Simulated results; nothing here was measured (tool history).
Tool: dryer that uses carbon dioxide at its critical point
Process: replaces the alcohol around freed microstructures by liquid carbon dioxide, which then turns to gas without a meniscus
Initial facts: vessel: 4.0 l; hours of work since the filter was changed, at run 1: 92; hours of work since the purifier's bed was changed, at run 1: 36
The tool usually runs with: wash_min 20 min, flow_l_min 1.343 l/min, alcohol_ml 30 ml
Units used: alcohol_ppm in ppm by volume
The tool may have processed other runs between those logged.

| run | day | wash_min | flow_l_min | alcohol_ml | hours of work since the filter was changed | hours of work since the purifier's bed was changed | alcohol_ppm |
|---|---|---|---|---|---|---|---|
| 1 | 0.000 | 20 | 1.343 | 30 | 92 | 36 | 29 |
| 2 | 0.962 | 20 | 1.343 | 57 | 108 | 51 | 48 |
| 3 | 2.562 | 20 | 1.343 | 57 | 134 | 78 | 67 |
| 4 | 4.050 | 20 | 1.343 | 57 | 159 | 102 | 75 |
| 5 | 5.446 | 20 | 1.343 | 46 | 181 | 125 | 78 |
| 6 | 7.104 | 20 | 1.343 | 46 | 209 | 153 | 87 |
|  | 8.146 | inlet filter changed |
| 7 | 8.646 | 19 | 1.343 | 46 | 8 | 177 | 104 |
| 8 | 10.412 | 19 | 1.343 | 46 | 37 | 206 | 111 |
| 9 | 12.683 | 19 | 1.343 | 46 | 75 | 244 | 121 |
| 10 | 13.817 | 19 | 1.343 | 46 | 93 | 263 | 131 |
| 11 | 14.904 | 20 | 1.343 | 30 | 111 | 280 | 127 |
| 12 | 16.854 | 20 | 1.343 | 30 | 143 | 313 | 139 |

What will run 13 give?
| 13 | 18.038 | 14 | 2.160 | 50 | 163 | 332 | ? |

Logged for run 13: alcohol_ppm 150 ppm by volume.
Had the tool carried no hidden state, the very same run would have given alcohol_ppm 18 ppm by volume.

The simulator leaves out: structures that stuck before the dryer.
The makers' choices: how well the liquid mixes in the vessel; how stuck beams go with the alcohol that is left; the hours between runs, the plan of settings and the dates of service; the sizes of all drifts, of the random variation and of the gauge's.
